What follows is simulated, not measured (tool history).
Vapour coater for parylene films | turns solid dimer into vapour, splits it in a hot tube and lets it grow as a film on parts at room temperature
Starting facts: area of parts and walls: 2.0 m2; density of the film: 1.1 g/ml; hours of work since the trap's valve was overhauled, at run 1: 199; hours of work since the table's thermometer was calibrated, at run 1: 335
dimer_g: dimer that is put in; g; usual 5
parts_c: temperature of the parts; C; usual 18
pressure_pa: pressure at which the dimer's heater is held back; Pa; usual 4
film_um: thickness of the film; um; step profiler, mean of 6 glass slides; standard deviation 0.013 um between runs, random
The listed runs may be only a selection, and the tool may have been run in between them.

run	hour	dimer_g	parts_c	pressure_pa	hours of work since the trap's valve was overhauled	hours of work since the table's thermometer was calibrated	film_um
1	0	5	18	4	199	335	1.06
2	13.8	5	18	4	210	347	1.06
3	43.1	4	18	4	235	371	0.8
4	73.1	4	18	4	260	396	0.84
5	90.9	5	18	4	275	411	1.04
6	106.7	4	18	4	288	425	0.84
7	137	5	18	2.44	314	450	1.07
8	152.8	5	29	4	327	463	0.64
9	175.1	5	29	4	346	482	0.64
# hour 184.2: trap's valve overhauled
10	203.5	5	29	4	16	502	0.66
11	234.5	5	29	4.76	42	528	0.64
12	248.5	5	18	4	54	540	1.04
13	270.8	5	18	4	73	559	1.06
14	295.8	5	18	4	94	580	1.05
15	313.9	5	18	4	109	595	1.04
16	343.4	2	18	4	134	620	0.42
17	361	2	18	4	148	635	0.43
18	382.2	2	18	4	166	652	0.42
19	406	2	18	4	186	672	0.42
20	425.9	2	10	4	203	689	0.59
21	447.1	5	18	3.63	221	707	1.06
22	472.8	5	18	3.63	242	729	1.05
23	495.4	5	18	3.11	261	748	1.06
24	510.2	5	18	3.11	274	760	1.08
25	528.8	8	28	5.69	289	776	1.02
26	554.6	8	28	5.69	311	797	1.03
27	579.2	9	28	5.69	332	818	1.15
28	599.2	6	13	10.62	348	835	1.45
# hour 605.7: trap's valve overhauled
29	619.8	3	21	2.25	12	849	0.59
30	646	5	18	4	34	871	1.04
31	666.7	8	16	4.22	51	888	1.82
32	686	8	16	4.22	67	904	1.83
33	715.2	9	13	7.71	92	929	2.2
34	728.7	8	10	2.47	103	940	2.49
35	760.2	8	10	2.47	130	966	2.47
36	777.7	5	17	4.49	144	981	1.07
37	808.8	3	17	2.58	170	1007	0.65
38	834.1	8	20	7.9	192	1028	1.41
39	848.6	5	24	6.52	204	1041	0.74
40	870.7	5	24	6.52	222	1059	0.76
41	888.9	2	12	3.77	238	1074	0.54
42	917.5	4	26	7.69	262	1098	0.56
43	930.5	6	18	8.5	273	1109	1.14
44	960	2	11	6.62	297	1134	0.53
45	974.8	2	11	4.82	310	1147	0.55
46	1002.3	5	28	4	333	1170	0.67
47	1017.3	4	17	7.82	345	1182	0.82

Consider 3 possible next runs. They are alternatives, not a sequence: every one starts from the tool as it was left by run 47. What does each give?
# hour 1026: trap's valve overhauled
A	1038.6	4	25	2.5	11	1197	?
# hour 1026: trap's valve overhauled
B	1038.6	5	10	6.99	11	1197	?
# hour 1026: trap's valve overhauled
C	1038.6	5	18	2.86	11	1197	?

run	film_um
A	0.63
B	1.41
C	1.09
Had the tool no hidden state, the same runs would have come out as:
run	film_um
A	0.63
B	1.41
C	1.09
